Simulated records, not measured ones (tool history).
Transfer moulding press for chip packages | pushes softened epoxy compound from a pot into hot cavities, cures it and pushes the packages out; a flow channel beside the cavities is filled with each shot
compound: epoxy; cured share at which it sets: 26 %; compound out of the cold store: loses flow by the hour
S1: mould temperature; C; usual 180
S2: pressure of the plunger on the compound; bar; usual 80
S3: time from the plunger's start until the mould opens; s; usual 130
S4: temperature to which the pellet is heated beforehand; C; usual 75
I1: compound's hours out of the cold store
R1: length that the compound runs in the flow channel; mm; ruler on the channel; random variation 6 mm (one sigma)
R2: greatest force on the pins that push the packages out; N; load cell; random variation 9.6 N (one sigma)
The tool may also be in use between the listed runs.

run 1 hour=0 | S1=180 S2=80 S3=130 S4=75 | I1=16.1 | R1=859 R2=542
run 2 hour=8.2 | S1=180 S2=80 S3=130 S4=75 | I1=44.6 | R1=742 R2=571
run 3 hour=16.7 | S1=180 S2=80 S3=113 S4=75 | I1=24.2 | R1=826 R2=825
run 4 hour=23.9 | S1=180 S2=80 S3=113 S4=75 | I1=42.9 | R1=763 R2=821
run 5 hour=30.5 | S1=180 S2=80 S3=113 S4=75 | I1=46.7 | R1=734 R2=856
run 6 hour=36.5 | S1=180 S2=80 S3=113 S4=75 | I1=32.5 | R1=786 R2=928
run 7 hour=41.3 | S1=180 S2=80 S3=113 S4=75 | I1=38.3 | R1=767 R2=951
run 8 hour=48.5 | S1=180 S2=80 S3=130 S4=75 | I1=32.2 | R1=787 R2=780
run 9 hour=53.7 | S1=180 S2=75.9 S3=130 S4=75 | I1=31 | R1=782 R2=774
run 10 hour=57.7 | S1=180 S2=75.9 S3=130 S4=75 | I1=36.7 | R1=743 R2=805
run 11 hour=66.1 | S1=180 S2=80 S3=130 S4=75 | I1=29 | R1=787 R2=869
run 12 hour=74.3 | S1=180 S2=80 S3=130 S4=75 | I1=43.4 | R1=749 R2=864
run 13 hour=80.9 | S1=182 S2=80 S3=130 S4=75 | I1=34.6 | R1=773 R2=842
run 14 hour=87.4 | S1=180 S2=94.2 S3=130 S4=75 | I1=12.2 | R1=927 R2=892
run 15 hour=94.8 | S1=186 S2=94.2 S3=128 S4=75 | I1=36.5 | R1=812 R2=807
-- hour=99.3 cavities cleaned with cleaning compound and waxed
run 16 hour=102.9 | S1=180 S2=60.4 S3=164 S4=69 | I1=36.4 | R1=665 R2=398
run 17 hour=108.9 | S1=182 S2=71.4 S3=135 S4=83 | I1=44 | R1=699 R2=469
run 18 hour=113.6 | S1=182 S2=90.5 S3=141 S4=82 | I1=29.8 | R1=837 R2=503
run 19 hour=121.7 | S1=178 S2=80 S3=141 S4=82 | I1=37.8 | R1=766 R2=587
run 20 hour=129.1 | S1=182 S2=89.1 S3=114 S4=82 | I1=20 | R1=868 R2=731
run 21 hour=138.7 | S1=182 S2=89.1 S3=114 S4=82 | I1=42.1 | R1=782 R2=783
run 22 hour=143 | S1=180 S2=81.1 S3=117 S4=75 | I1=18.7 | R1=845 R2=853
run 23 hour=150.4 | S1=178 S2=81.1 S3=117 S4=78 | I1=30 | R1=799 R2=986
run 24 hour=156.1 | S1=181 S2=88.1 S3=129 S4=76 | I1=45.6 | R1=765 R2=775
run 25 hour=162.6 | S1=181 S2=88.1 S3=129 S4=76 | I1=47.6 | R1=758 R2=783
run 26 hour=168.8 | S1=177 S2=66.2 S3=125 S4=76 | I1=12.8 | R1=781 R2=1031
run 27 hour=178.3 | S1=185 S2=82 S3=121 S4=78 | I1=25 | R1=810 R2=791
run 28 hour=184.2 | S1=185 S2=82 S3=121 S4=78 | I1=24.1 | R1=816 R2=806

Forecast each of these 5 alternatives for the next run:
run A hour=192.1 | S1=182 S2=65.8 S3=116 S4=78 | I1=31 | R1=? R2=?
run B hour=192.1 | S1=175 S2=65.1 S3=156 S4=75 | I1=28.7 | R1=? R2=?
run C hour=192.1 | S1=182 S2=82 S3=121 S4=78 | I1=13.1 | R1=? R2=?
run D hour=192.1 | S1=186 S2=64.3 S3=121 S4=78 | I1=27.4 | R1=? R2=?
run E hour=192.1 | S1=179 S2=82 S3=117 S4=78 | I1=28.7 | R1=? R2=?

run=A R1=704 R2=920
run=B R1=720 R2=863
run=C R1=867 R2=908
run=D R1=706 R2=814
run=E R1=803 R2=1083
Without the tool's hidden state the same runs would have given:
run=A R1=727 R2=456
run=B R1=744 R2=431
run=C R1=896 R2=455
run=D R1=729 R2=396
run=E R1=829 R2=547
